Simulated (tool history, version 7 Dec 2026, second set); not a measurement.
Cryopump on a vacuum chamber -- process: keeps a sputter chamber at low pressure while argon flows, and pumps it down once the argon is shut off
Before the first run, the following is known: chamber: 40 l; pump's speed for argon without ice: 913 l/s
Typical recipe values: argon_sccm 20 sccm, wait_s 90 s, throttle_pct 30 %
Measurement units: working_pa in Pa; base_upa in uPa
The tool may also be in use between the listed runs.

run 1 hour=0 | argon_sccm=20 wait_s=90 throttle_pct=30 | working_pa=0.1243 base_upa=2.79
run 2 hour=32.2 | argon_sccm=20 wait_s=90 throttle_pct=42 | working_pa=0.0898 base_upa=2.81
run 3 hour=83.6 | argon_sccm=20 wait_s=90 throttle_pct=42 | working_pa=0.0912 base_upa=2.8
run 4 hour=147.8 | argon_sccm=20 wait_s=40 throttle_pct=30 | working_pa=0.1259 base_upa=5.07
run 5 hour=215.8 | argon_sccm=20 wait_s=106 throttle_pct=30 | working_pa=0.1275 base_upa=2.63
run 6 hour=257.9 | argon_sccm=20 wait_s=29 throttle_pct=30 | working_pa=0.1291 base_upa=6.84
run 7 hour=305.3 | argon_sccm=20 wait_s=90 throttle_pct=30 | working_pa=0.1285 base_upa=3.07
run 8 hour=338.1 | argon_sccm=20 wait_s=286 throttle_pct=30 | working_pa=0.1298 base_upa=1.84
run 9 hour=377.3 | argon_sccm=20 wait_s=90 throttle_pct=39 | working_pa=0.1025 base_upa=3.14
run 10 hour=442.5 | argon_sccm=20 wait_s=90 throttle_pct=39 | working_pa=0.102 base_upa=3.12
-- hour=475.7 pump warmed up, emptied and cooled again
run 11 hour=488.9 | argon_sccm=20 wait_s=90 throttle_pct=39 | working_pa=0.0951 base_upa=2.87
run 12 hour=522.7 | argon_sccm=20 wait_s=23 throttle_pct=30 | working_pa=0.1248 base_upa=7.98
run 13 hour=580.1 | argon_sccm=20 wait_s=23 throttle_pct=30 | working_pa=0.126 base_upa=8.01
run 14 hour=625.7 | argon_sccm=20 wait_s=23 throttle_pct=30 | working_pa=0.1252 base_upa=8.06
run 15 hour=666.4 | argon_sccm=20 wait_s=23 throttle_pct=30 | working_pa=0.1258 base_upa=8.06
run 16 hour=718.2 | argon_sccm=20 wait_s=23 throttle_pct=30 | working_pa=0.1268 base_upa=8.07
run 17 hour=784.8 | argon_sccm=20 wait_s=228 throttle_pct=30 | working_pa=0.1279 base_upa=2.08
run 18 hour=838.8 | argon_sccm=21 wait_s=21 throttle_pct=30 | working_pa=0.1336 base_upa=8.74
run 19 hour=883.2 | argon_sccm=21 wait_s=21 throttle_pct=30 | working_pa=0.1353 base_upa=8.71
run 20 hour=930.9 | argon_sccm=16 wait_s=24 throttle_pct=31 | working_pa=0.1008 base_upa=8.06
run 21 hour=967.9 | argon_sccm=16 wait_s=55 throttle_pct=57 | working_pa=0.0571 base_upa=4.37
run 22 hour=999.4 | argon_sccm=34 wait_s=236 throttle_pct=43 | working_pa=0.1587 base_upa=2.29
-- hour=1049 pump warmed up, emptied and cooled again
run 23 hour=1075.5 | argon_sccm=16 wait_s=43 throttle_pct=22 | working_pa=0.1344 base_upa=4.88
run 24 hour=1137.5 | argon_sccm=16 wait_s=43 throttle_pct=22 | working_pa=0.1374 base_upa=5.1
run 25 hour=1191.2 | argon_sccm=20 wait_s=90 throttle_pct=58 | working_pa=0.0666 base_upa=3.25
run 26 hour=1223.7 | argon_sccm=20 wait_s=90 throttle_pct=60 | working_pa=0.0644 base_upa=3.29
run 27 hour=1279.8 | argon_sccm=20 wait_s=90 throttle_pct=60 | working_pa=0.0649 base_upa=3.37
run 28 hour=1344.5 | argon_sccm=20 wait_s=63 throttle_pct=30 | working_pa=0.1271 base_upa=4.11
run 29 hour=1400.8 | argon_sccm=20 wait_s=123 throttle_pct=30 | working_pa=0.1284 base_upa=2.94
run 30 hour=1440.8 | argon_sccm=31 wait_s=85 throttle_pct=57 | working_pa=0.1089 base_upa=3.52
run 31 hour=1487.9 | argon_sccm=20 wait_s=93 throttle_pct=30 | working_pa=0.13 base_upa=3.45
run 32 hour=1535.5 | argon_sccm=20 wait_s=140 throttle_pct=30 | working_pa=0.1304 base_upa=2.91
run 33 hour=1608.1 | argon_sccm=10 wait_s=90 throttle_pct=21 | working_pa=0.0919 base_upa=3.61
-- hour=1623.5 pump warmed up, emptied and cooled again
run 34 hour=1656.2 | argon_sccm=36 wait_s=182 throttle_pct=30 | working_pa=0.2229 base_upa=2.46

4 ways to go on from here, each from the tool as it stands after run 34. What would each give?
run A hour=1708.6 | argon_sccm=19 wait_s=182 throttle_pct=28 | working_pa=? base_upa=?
run B hour=1708.6 | argon_sccm=18 wait_s=182 throttle_pct=30 | working_pa=? base_upa=?
run C hour=1708.6 | argon_sccm=36 wait_s=29 throttle_pct=30 | working_pa=? base_upa=?
run D hour=1708.6 | argon_sccm=9 wait_s=24 throttle_pct=20 | working_pa=? base_upa=?

run=A working_pa=0.1274 base_upa=2.48
run=B working_pa=0.112 base_upa=2.51
run=C working_pa=0.2249 base_upa=7.26
run=D working_pa=0.0846 base_upa=7.98
Take away the tool's hidden state, keep each run's random variation, and the runs would have read:
run=A working_pa=0.1259 base_upa=1.16
run=B working_pa=0.1106 base_upa=1.19
run=C working_pa=0.2222 base_upa=5.9
run=D working_pa=0.0839 base_upa=6.7

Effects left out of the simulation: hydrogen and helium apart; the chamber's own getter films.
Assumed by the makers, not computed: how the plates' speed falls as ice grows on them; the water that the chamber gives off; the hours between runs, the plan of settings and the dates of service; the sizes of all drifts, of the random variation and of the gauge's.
